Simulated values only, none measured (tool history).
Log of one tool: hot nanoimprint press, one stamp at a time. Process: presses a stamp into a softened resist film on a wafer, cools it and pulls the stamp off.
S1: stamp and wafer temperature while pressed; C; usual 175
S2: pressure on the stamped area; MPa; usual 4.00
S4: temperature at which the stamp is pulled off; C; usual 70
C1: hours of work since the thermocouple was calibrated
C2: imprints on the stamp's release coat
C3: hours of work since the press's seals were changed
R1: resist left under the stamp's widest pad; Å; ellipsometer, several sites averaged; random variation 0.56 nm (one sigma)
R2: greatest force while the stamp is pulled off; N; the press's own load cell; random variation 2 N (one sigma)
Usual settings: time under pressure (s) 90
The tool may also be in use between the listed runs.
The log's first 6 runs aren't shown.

{"run": 7, "hour": 70.5, "S1": 175, "S2": 4.0, "time under pressure (s)": 90, "S4": 70, "C1": 80, "C2": 222, "C3": 324, "R1": 2735, "R2": 185}
{"run": 8, "hour": 83.7, "S1": 175, "S2": 4.0, "time under pressure (s)": 90, "S4": 68, "C1": 90, "C2": 292, "C3": 334, "R1": 2724, "R2": 195}
{"run": 9, "hour": 95.6, "S1": 175, "S2": 4.0, "time under pressure (s)": 90, "S4": 68, "C1": 100, "C2": 355, "C3": 344, "R1": 2735, "R2": 195}
{"run": 10, "hour": 105.2, "S1": 175, "S2": 4.0, "time under pressure (s)": 90, "S4": 68, "C1": 107, "C2": 406, "C3": 351, "R1": 2728, "R2": 194}
{"run": 11, "hour": 111.5, "S1": 175, "S2": 4.0, "time under pressure (s)": 90, "S4": 68, "C1": 112, "C2": 439, "C3": 356, "R1": 2725, "R2": 199}
{"run": 12, "hour": 120.6, "S1": 175, "S2": 4.0, "time under pressure (s)": 90, "S4": 68, "C1": 119, "C2": 488, "C3": 364, "R1": 2724, "R2": 196}
{"run": 13, "hour": 132.2, "S1": 175, "S2": 4.0, "time under pressure (s)": 90, "S4": 70, "C1": 129, "C2": 549, "C3": 373, "R1": 2724, "R2": 194}
{"run": 14, "hour": 143.6, "S1": 175, "S2": 4.0, "time under pressure (s)": 90, "S4": 70, "C1": 138, "C2": 610, "C3": 382, "R1": 2715, "R2": 195}
{"run": 15, "hour": 150.5, "S1": 166, "S2": 4.0, "time under pressure (s)": 90, "S4": 70, "C1": 143, "C2": 647, "C3": 387, "R1": 3893, "R2": 195}
{"run": 16, "hour": 164.0, "S1": 166, "S2": 4.0, "time under pressure (s)": 90, "S4": 70, "C1": 154, "C2": 718, "C3": 398, "R1": 3902, "R2": 195}
{"run": 17, "hour": 171.5, "S1": 175, "S2": 5.48, "time under pressure (s)": 111, "S4": 70, "C1": 160, "C2": 758, "C3": 404, "R1": 2152, "R2": 198}
{"run": 18, "hour": 179.0, "S1": 175, "S2": 3.91, "time under pressure (s)": 90, "S4": 78, "C1": 166, "C2": 798, "C3": 410, "R1": 2739, "R2": 175}
{"run": 19, "hour": 185.9, "S1": 175, "S2": 3.91, "time under pressure (s)": 90, "S4": 78, "C1": 171, "C2": 834, "C3": 415, "R1": 2742, "R2": 177}
{"run": 20, "hour": 200.8, "S1": 186, "S2": 4.0, "time under pressure (s)": 90, "S4": 74, "C1": 183, "C2": 913, "C3": 427, "R1": 1762, "R2": 188}
{"run": 21, "hour": 208.4, "S1": 186, "S2": 4.0, "time under pressure (s)": 90, "S4": 74, "C1": 189, "C2": 954, "C3": 433, "R1": 1756, "R2": 189}
{"run": 22, "hour": 215.6, "S1": 186, "S2": 4.0, "time under pressure (s)": 100, "S4": 66, "C1": 195, "C2": 992, "C3": 439, "R1": 1676, "R2": 213}

Forecast run 23:
{"run": 23, "hour": 227.1, "S1": 186, "S2": 4.0, "time under pressure (s)": 100, "S4": 66, "C1": 204, "C2": 1053, "C3": 448, "R1": "?", "R2": "?"}

Run 23 gave R1 1676 Å, R2 216 N.
Without the tool's hidden state the same run would have given R1 1684 Å, R2 194 N.

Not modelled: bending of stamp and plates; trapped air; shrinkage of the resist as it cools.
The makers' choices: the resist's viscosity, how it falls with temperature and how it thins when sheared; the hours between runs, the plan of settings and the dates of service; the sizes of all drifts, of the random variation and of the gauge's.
